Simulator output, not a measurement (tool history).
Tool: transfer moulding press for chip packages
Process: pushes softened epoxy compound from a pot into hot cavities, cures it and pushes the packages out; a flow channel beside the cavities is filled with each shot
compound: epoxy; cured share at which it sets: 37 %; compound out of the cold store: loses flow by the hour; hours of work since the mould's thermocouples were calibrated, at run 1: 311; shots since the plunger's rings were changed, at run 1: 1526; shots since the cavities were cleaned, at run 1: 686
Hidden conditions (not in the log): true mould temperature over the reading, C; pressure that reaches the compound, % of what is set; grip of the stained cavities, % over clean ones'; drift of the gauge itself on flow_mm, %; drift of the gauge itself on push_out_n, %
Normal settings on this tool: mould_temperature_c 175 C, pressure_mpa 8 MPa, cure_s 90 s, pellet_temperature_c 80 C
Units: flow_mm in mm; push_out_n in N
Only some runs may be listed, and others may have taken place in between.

run     day  mould_temperature_c  pressure_mpa  cure_s  pellet_temperature_c  hours of work since the mould's thermocouples were calibrated  shots since the plunger's rings were changed  shots since the cavities were cleaned  incoming compound's hours out of the cold store  flow_mm  push_out_n
  1       0                  175             8      90                    80                                                            311                                          1526                                    686                                             43.7      693         679
  2   1.104                  175             8      90                    80                                                            326                                          1815                                    975                                               31      710         670
  3   1.833                  175             8      90                    80                                                            335                                          2005                                   1165                                             33.3      710         701
      1.992  -- cavities cleaned with cleaning compound and waxed
  4   2.812                  175             8      90                    80                                                            348                                          2244                                    215                                             34.2      707         706
  5   3.867                  175             8      90                    80                                                            361                                          2520                                    491                                             23.6      722         726
  6   4.804                  175             8      90                    80                                                            374                                          2765                                    736                                             28.5      715         711
      4.958  -- plunger's sealing rings changed
  7   5.529                  175             8      90                    80                                                            382                                           149                                    898                                             14.3      734         731
  8   6.592                  179          6.07      90                    80                                                            396                                           427                                   1176                                             30.4      607         554
      6.729  -- cavities cleaned with cleaning compound and waxed
  9   7.554                  170          9.28      91                    85                                                            408                                           662                                    216                                             26.5      791         972
 10   8.521                  170          9.28      91                    85                                                            420                                           915                                    469                                             15.2      809        1040
 11   9.342                  168             8      90                    83                                                            431                                          1129                                    683                                             11.3      767        1217
 12  10.029                  168             8      90                    83                                                            440                                          1309                                    863                                             37.9      727        1214
 13  10.779                  168             8      70                    84                                                            450                                          1505                                   1059                                             10.5      769        1997
     11.329  -- cavities cleaned with cleaning compound and waxed
 14  11.675                  168             8      73                    88                                                            461                                          1723                                     91                                             16.4      758        1848

For each entry between runs, how does the tool's hidden state at the last listed run before it compare with that at the first listed run after it?
From run 3 to run 4: cavities cleaned with cleaning compound and waxed (day 1.992)
  pressure that reaches the compound, % of what is set: 99.94 -> 99.93; grip of the stained cavities, % over clean ones': 2.1 -> 0.9
  what was measured, less what the result would be without the hidden state, push_out_n: +14 -> +5 N
From run 6 to run 7: plunger's sealing rings changed (day 4.958)
  pressure that reaches the compound, % of what is set: 99.92 -> 99.98; grip of the stained cavities, % over clean ones': 1.8 -> 1.9
  what was measured, less what the result would be without the hidden state, push_out_n: +12 -> +13 N
From run 8 to run 9: cavities cleaned with cleaning compound and waxed (day 6.729)
  true mould temperature over the reading, C: 0.01 -> 0.02; grip of the stained cavities, % over clean ones': 2 -> 0.9
  what was measured, less what the result would be without the hidden state, push_out_n: +11 -> +8 N
From run 13 to run 14: cavities cleaned with cleaning compound and waxed (day 11.329)
  pressure that reaches the compound, % of what is set: 99.94 -> 99.93; grip of the stained cavities, % over clean ones': 2 -> 0.4
  what was measured, less what the result would be without the hidden state, push_out_n: +38 -> +6 N

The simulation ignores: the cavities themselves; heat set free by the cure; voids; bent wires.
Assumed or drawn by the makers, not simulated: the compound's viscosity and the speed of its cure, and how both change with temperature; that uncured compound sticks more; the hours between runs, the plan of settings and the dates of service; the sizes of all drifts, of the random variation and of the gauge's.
